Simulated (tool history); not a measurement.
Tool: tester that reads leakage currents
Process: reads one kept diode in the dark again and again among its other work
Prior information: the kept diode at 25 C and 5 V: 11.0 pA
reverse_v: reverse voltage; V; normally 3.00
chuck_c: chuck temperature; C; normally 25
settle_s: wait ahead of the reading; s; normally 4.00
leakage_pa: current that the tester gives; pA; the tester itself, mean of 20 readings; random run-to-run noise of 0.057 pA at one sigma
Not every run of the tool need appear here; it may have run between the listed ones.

run   hour  reverse_v  chuck_c  settle_s  leakage_pa
  1    0.0       3.00       25      4.00       11.95
  2   32.0       3.00       25      0.30       15.24
  3   48.0       3.00       25      0.30       15.14
  4   69.3       3.00       25      4.00       12.00
  5   92.6      11.57       25      4.00       26.37
  6  127.6      11.57       25      4.00       26.52
  7  156.6       1.16       25      4.00        7.47
  8  178.1       1.16       25      4.00        7.38
  9  208.0       1.16       25      4.00        7.39
 10  223.1       1.16       25      4.00        7.40
 11  240.5       1.16       25      4.00        7.45
 12  259.9       1.32       25      4.00        8.06
     280.4  -- probe card cleaned and baked
 13  295.4       1.32       25      0.94        7.50
 14  326.5       1.62       25      4.00        7.81
 15  344.1       3.41       39      3.93       34.81
 16  368.2       1.27       39      4.41       22.28
 17  389.6       2.99       21      0.99        8.37
 18  416.5       9.89       52      0.90      152.32
 19  450.2      11.58       27      2.72       24.14
 20  476.3       3.00       25      5.74       10.59
 21  495.2       3.00       25      5.74       10.63
 22  520.5      13.85       25      4.00       22.32
 23  549.1      19.58       21      7.95       18.98
 24  574.2       9.00       51      0.64      139.18
 25  605.0       3.00       20      4.00        7.17

What if the next run were any one of these 5? Each begins from the tool's condition after run 25:
  A  630.4      14.30       44      4.00           ?
  B  630.4       3.00       35      9.80           ?
  C  630.4       1.36       49      5.93           ?
  D  630.4       3.00       28      0.46           ?
  E  630.4       3.00       20      0.55           ?

run  leakage_pa
  A      100.39
  B       24.51
  C       50.46
  D       15.95
  E        8.89
Without the tool's unlogged condition, the same runs would have read:
run  leakage_pa
  A       85.79
  B       20.76
  C       43.58
  D       13.69
  E        7.61
